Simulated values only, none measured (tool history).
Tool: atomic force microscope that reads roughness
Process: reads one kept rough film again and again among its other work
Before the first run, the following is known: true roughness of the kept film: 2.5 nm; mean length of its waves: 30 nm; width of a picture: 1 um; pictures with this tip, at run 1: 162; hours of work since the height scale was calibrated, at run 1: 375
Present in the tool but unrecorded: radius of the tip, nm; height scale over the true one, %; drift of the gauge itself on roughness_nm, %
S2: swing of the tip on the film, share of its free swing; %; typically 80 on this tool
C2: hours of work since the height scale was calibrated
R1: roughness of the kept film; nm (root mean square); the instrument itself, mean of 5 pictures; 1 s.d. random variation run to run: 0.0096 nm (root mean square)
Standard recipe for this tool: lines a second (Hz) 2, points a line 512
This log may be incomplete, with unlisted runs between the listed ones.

{"run": 1, "day": 0.0, "lines a second (Hz)": 2, "S2": 80, "points a line": 512, "pictures with this tip": 162, "C2": 375, "R1": 2.007}
{"run": 2, "day": 1.946, "lines a second (Hz)": 0.56, "S2": 80, "points a line": 512, "pictures with this tip": 215, "C2": 394, "R1": 2.049}
{"run": 3, "day": 3.067, "lines a second (Hz)": 0.56, "S2": 80, "points a line": 512, "pictures with this tip": 245, "C2": 405, "R1": 2.026}
{"day": 3.879, "done": "new tip fitted"}
{"run": 4, "day": 4.225, "lines a second (Hz)": 2, "S2": 80, "points a line": 512, "pictures with this tip": 9, "C2": 417, "R1": 2.173}
{"run": 5, "day": 5.379, "lines a second (Hz)": 2, "S2": 80, "points a line": 512, "pictures with this tip": 41, "C2": 428, "R1": 2.151}
{"run": 6, "day": 6.683, "lines a second (Hz)": 1.43, "S2": 80, "points a line": 512, "pictures with this tip": 76, "C2": 441, "R1": 2.142}
{"run": 7, "day": 8.712, "lines a second (Hz)": 1.43, "S2": 80, "points a line": 512, "pictures with this tip": 132, "C2": 461, "R1": 2.082}
{"run": 8, "day": 10.571, "lines a second (Hz)": 2, "S2": 80, "points a line": 404, "pictures with this tip": 182, "C2": 479, "R1": 1.969}
{"run": 9, "day": 12.704, "lines a second (Hz)": 2, "S2": 80, "points a line": 404, "pictures with this tip": 241, "C2": 500, "R1": 1.912}

Run 10, settings as shown, results not yet in. Your forecast:
{"day": 13.583, "done": "new tip fitted"}
{"run": 10, "day": 14.692, "lines a second (Hz)": 3.99, "S2": 84, "points a line": 512, "pictures with this tip": 30, "C2": 519, "R1": "?"}

Run 10 measured R1 1.957 nm (root mean square).
With the hidden condition absent and the run-to-run variation left alone, this run would have shown R1 1.982 nm (root mean square).

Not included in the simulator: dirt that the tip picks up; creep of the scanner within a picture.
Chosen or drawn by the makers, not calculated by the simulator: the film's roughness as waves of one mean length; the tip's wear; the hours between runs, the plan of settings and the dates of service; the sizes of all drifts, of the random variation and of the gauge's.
